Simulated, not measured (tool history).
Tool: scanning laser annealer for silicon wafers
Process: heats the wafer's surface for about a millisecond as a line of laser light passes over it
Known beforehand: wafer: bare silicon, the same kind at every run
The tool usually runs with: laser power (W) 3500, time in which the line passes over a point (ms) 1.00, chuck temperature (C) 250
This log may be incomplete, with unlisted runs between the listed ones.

| run | hour | laser power (W) | time in which the line passes over a point (ms) | chuck temperature (C) | highest temperature of the surface (C) |
|---|---|---|---|---|---|
| 1 | 0.0 | 3500 | 1.00 | 250 | 933 |
| 2 | 58.0 | 3500 | 1.00 | 250 | 932 |
| 3 | 99.2 | 3824 | 1.00 | 250 | 994 |
| 4 | 141.1 | 3824 | 1.00 | 250 | 993 |
| 5 | 170.0 | 3824 | 1.00 | 250 | 993 |
| 6 | 215.3 | 3500 | 1.00 | 250 | 921 |
| 7 | 240.4 | 3500 | 1.00 | 250 | 922 |
| 8 | 269.9 | 3500 | 0.85 | 250 | 863 |
| 9 | 293.8 | 3500 | 0.85 | 250 | 861 |
| 10 | 339.4 | 3500 | 0.84 | 250 | 852 |
| 11 | 377.0 | 3500 | 0.84 | 250 | 855 |
|  | 387.1 | optics aligned, line set to its width |
| 12 | 405.8 | 3500 | 1.00 | 236 | 894 |
|  | 417.7 | window over the wafer cleaned |
| 13 | 450.9 | 3500 | 1.00 | 236 | 922 |
| 14 | 494.0 | 3500 | 1.00 | 213 | 897 |
|  | 502.5 | optics aligned, line set to its width, once more |
| 15 | 546.3 | 3500 | 1.00 | 213 | 919 |
| 16 | 598.8 | 3500 | 1.00 | 213 | 915 |
| 17 | 627.2 | 3093 | 1.00 | 250 | 863 |
| 18 | 672.0 | 3093 | 1.00 | 250 | 863 |
| 19 | 719.4 | 3093 | 1.00 | 250 | 858 |
| 20 | 755.1 | 3093 | 1.00 | 250 | 858 |
| 21 | 804.8 | 3093 | 1.00 | 250 | 855 |
| 22 | 840.9 | 3159 | 1.00 | 248 | 862 |
| 23 | 879.3 | 3625 | 1.00 | 250 | 965 |
| 24 | 934.9 | 3625 | 0.75 | 250 | 863 |
| 25 | 984.6 | 3697 | 1.00 | 243 | 972 |
| 26 | 1011.3 | 3296 | 1.07 | 243 | 907 |
| 27 | 1060.3 | 3026 | 1.07 | 271 | 873 |
| 28 | 1106.7 | 3026 | 1.07 | 271 | 874 |
| 29 | 1153.2 | 3026 | 1.07 | 271 | 868 |
| 30 | 1206.0 | 3026 | 1.07 | 271 | 869 |
| 31 | 1254.2 | 3183 | 0.84 | 226 | 777 |
| 32 | 1283.4 | 3183 | 0.84 | 226 | 777 |
| 33 | 1319.9 | 3745 | 0.72 | 258 | 862 |
| 34 | 1354.1 | 3745 | 0.72 | 258 | 862 |
| 35 | 1395.5 | 3743 | 0.77 | 250 | 874 |
|  | 1448.0 | window over the wafer cleaned |
| 36 | 1454.9 | 3411 | 1.20 | 266 | 1005 |
| 37 | 1494.9 | 3263 | 0.70 | 236 | 762 |
| 38 | 1552.4 | 3263 | 0.70 | 227 | 754 |
| 39 | 1601.2 | 3849 | 1.00 | 250 | 1009 |
| 40 | 1631.0 | 3387 | 1.00 | 267 | 923 |
|  | 1640.6 | optics aligned, line set to its width |
| 41 | 1684.5 | 2998 | 1.00 | 285 | 874 |

Subtracting, for every run, the result it would have given without the tool's unlogged condition from the measured result gives the following. The same run-to-run variation enters both numbers; the gauge's scatter may not:
Hidden conditions of the tool in this case: light that passes the window, % of a clean one's; laser's true power over the reading, %; width of the line over the set one, %; drift of the gauge itself on peak_c, C.
| run | highest temperature of the surface (C) |
|---|---|
| 1 | -30 |
| 2 | -32 |
| 3 | -37 |
| 4 | -40 |
| 5 | -41 |
| 6 | -40 |
| 7 | -41 |
| 8 | -39 |
| 9 | -39 |
| 10 | -41 |
| 11 | -43 |
| 12 | -54 |
| 13 | -26 |
| 14 | -28 |
| 15 | -5 |
| 16 | -7 |
| 17 | -8 |
| 18 | -10 |
| 19 | -12 |
| 20 | -13 |
| 21 | -15 |
| 22 | -18 |
| 23 | -23 |
| 24 | -22 |
| 25 | -28 |
| 26 | -27 |
| 27 | -27 |
| 28 | -28 |
| 29 | -31 |
| 30 | -33 |
| 31 | -33 |
| 32 | -33 |
| 33 | -39 |
| 34 | -40 |
| 35 | -43 |
| 36 | -22 |
| 37 | -17 |
| 38 | -19 |
| 39 | -31 |
| 40 | -28 |
| 41 | -10 |
